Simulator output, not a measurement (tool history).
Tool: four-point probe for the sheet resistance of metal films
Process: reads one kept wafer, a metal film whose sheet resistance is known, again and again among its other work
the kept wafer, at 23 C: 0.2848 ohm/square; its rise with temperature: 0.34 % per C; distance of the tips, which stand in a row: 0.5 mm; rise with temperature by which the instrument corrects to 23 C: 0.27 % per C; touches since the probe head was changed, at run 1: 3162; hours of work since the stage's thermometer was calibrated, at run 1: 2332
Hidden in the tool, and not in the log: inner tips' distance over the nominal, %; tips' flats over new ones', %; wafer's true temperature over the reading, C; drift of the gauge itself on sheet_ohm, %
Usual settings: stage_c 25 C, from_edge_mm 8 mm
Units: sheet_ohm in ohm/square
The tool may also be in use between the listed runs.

run    hour  stage_c  from_edge_mm  touches since the probe head was changed  hours of work since the stage's thermometer was calibrated  sheet_ohm
  1       0       25             8                                      3162                                                        2332   0.285875
  2    93.5       25             8                                      7064                                                        2395   0.285761
  3   173.3       25             8                                     10393                                                        2449   0.285764
  4   250.3       25             8                                     13608                                                        2501   0.285637
  5   313.7       25             8                                     16255                                                        2544   0.285626
  6   373.8       25            24                                     18765                                                        2585   0.284956
  7   439.1       31             8                                     21488                                                        2629   0.286551
  8     523       30             8                                     24989                                                        2685   0.286306
      531.7  -- stage's thermometer calibrated
  9   657.1       19             8                                     30568                                                          85   0.284282
      736.2  -- stage's thermometer calibrated, once more
 10   738.1       32             6                                     33925                                                           1   0.286179
 11   852.8       18            19                                     38714                                                          79   0.282602
 12     909       30            17                                     41057                                                         117   0.284846
 13  1018.9       30            17                                     45646                                                         191    0.28469
 14  1095.4       22            22                                     48840                                                         242   0.283158
 15  1186.9       35             6                                     52657                                                         304   0.286322

4 ways to go on from here, each from the tool as it stands after run 15. What would each give?
  A  1292       25            10                                     57043                                                         375          ?
  B  1292       25             6                                     57043                                                         375          ?
  C  1292       20             3                                     57043                                                         375          ?
  D  1292       19            11                                     57043                                                         375          ?

run  sheet_ohm
  A   0.283714
  B   0.284437
  C   0.286621
  D   0.282635
Without the tool's hidden state the same runs would have given:
run  sheet_ohm
  A   0.285471
  B   0.286199
  C   0.288392
  D   0.284384
